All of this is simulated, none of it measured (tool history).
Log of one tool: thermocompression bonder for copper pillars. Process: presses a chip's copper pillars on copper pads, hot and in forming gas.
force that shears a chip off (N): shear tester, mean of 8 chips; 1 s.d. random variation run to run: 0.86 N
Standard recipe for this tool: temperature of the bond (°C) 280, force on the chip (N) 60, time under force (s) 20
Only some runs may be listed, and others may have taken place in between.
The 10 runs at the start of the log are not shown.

run	hour	temperature of the bond (°C)	force on the chip (N)	time under force (s)	force that shears a chip off (N)
11	439.1	309	60	20	82.2
# hour 461.6: forming gas filter changed
12	496.6	309	43	20	74.3
13	544.8	280	60	20	69.4
14	569.1	280	38	20	57.1
15	603.9	280	38	20	56.9
16	660.6	280	38	20	56.2
# hour 688.6: force cell calibrated
17	711.8	280	38	20	55.3
18	745.8	253	60	20	56.3
19	796.6	293	60	20	76.8

For run 20, what comes out?
20	827.1	293	60	20	?

Run 20 gave force that shears a chip off (N) 75.3.
With the hidden condition absent and the run-to-run variation left alone, this run would have shown force that shears a chip off (N) 75.8.
